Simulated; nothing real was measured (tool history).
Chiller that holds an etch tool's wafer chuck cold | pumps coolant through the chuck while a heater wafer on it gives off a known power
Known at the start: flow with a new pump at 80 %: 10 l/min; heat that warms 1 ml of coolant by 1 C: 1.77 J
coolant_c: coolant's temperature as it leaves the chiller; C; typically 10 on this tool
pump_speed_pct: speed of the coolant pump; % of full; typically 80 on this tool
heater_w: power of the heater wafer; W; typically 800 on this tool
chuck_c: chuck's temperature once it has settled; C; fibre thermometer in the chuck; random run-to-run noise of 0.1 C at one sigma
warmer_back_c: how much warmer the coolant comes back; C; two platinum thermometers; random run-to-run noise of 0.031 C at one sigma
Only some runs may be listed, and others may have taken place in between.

run   hour  coolant_c  pump_speed_pct  heater_w  chuck_c  warmer_back_c
  1    0.0         10              80       800     17.0           2.70
  2   25.1         10              80       800     16.9           2.67
  3   40.8         10              75       800     17.4           2.88
  4   72.0         10              80       945     18.4           3.15
  5   97.4         10              80       945     18.3           3.19
  6  119.2         10              80       800     17.2           2.70
  7  141.8         10              80       800     16.9           2.65
  8  158.8         10              80       800     16.9           2.73
  9  177.5         10              80       800     17.3           2.70
 10  201.8         10              80       800     17.1           2.70
 11  220.6         10              80       800     17.2           2.72
 12  245.1         10              80       800     17.0           2.70
 13  270.9         10              80       800     17.0           2.72
 14  286.3         10              68       800     18.4           3.25
 15  319.9         10              68       800     18.2           3.25
 16  335.2          6              80       800     13.0           2.74
 17  364.0          6              80       800     13.0           2.71
 18  389.5          6              80       800     13.1           2.68
 19  412.9          2              80       759      8.8           2.61
 20  440.3          2              80       759      8.6           2.58
 21  462.7          0              64       757      8.4           3.23
 22  485.1          6              80       756     12.8           2.59
 23  507.5          6              80       756     12.6           2.59
 24  543.2         18              80       756     24.8           2.64
 25  578.3          6              67       804     14.5           3.30
 26  601.0         10              93       687     15.2           1.94
 27  618.7         10              80       728     16.3           2.51
 28  642.4         10              71       800     17.9           3.07
 29  661.4         10              79       862     17.8           2.99
 30  688.0         10              79       862     17.5           3.04
 31  721.5          9              79       862     16.9           2.98

3 ways to go on from here, each from the tool as it stands after run 31. What would each give?
  A  745.6          9              91       862        ?              ?
  B  745.6         18              93       932        ?              ?
  C  745.6         20              79       862        ?              ?

run  chuck_c  warmer_back_c
  A     15.8           2.54
  B     24.9           2.70
  C     27.5           2.93
The same runs, with their run-to-run variation unchanged, on a tool lacking any hidden condition would have given:
run  chuck_c  warmer_back_c
  A     15.8           2.54
  B     24.9           2.70
  C     27.5           2.93
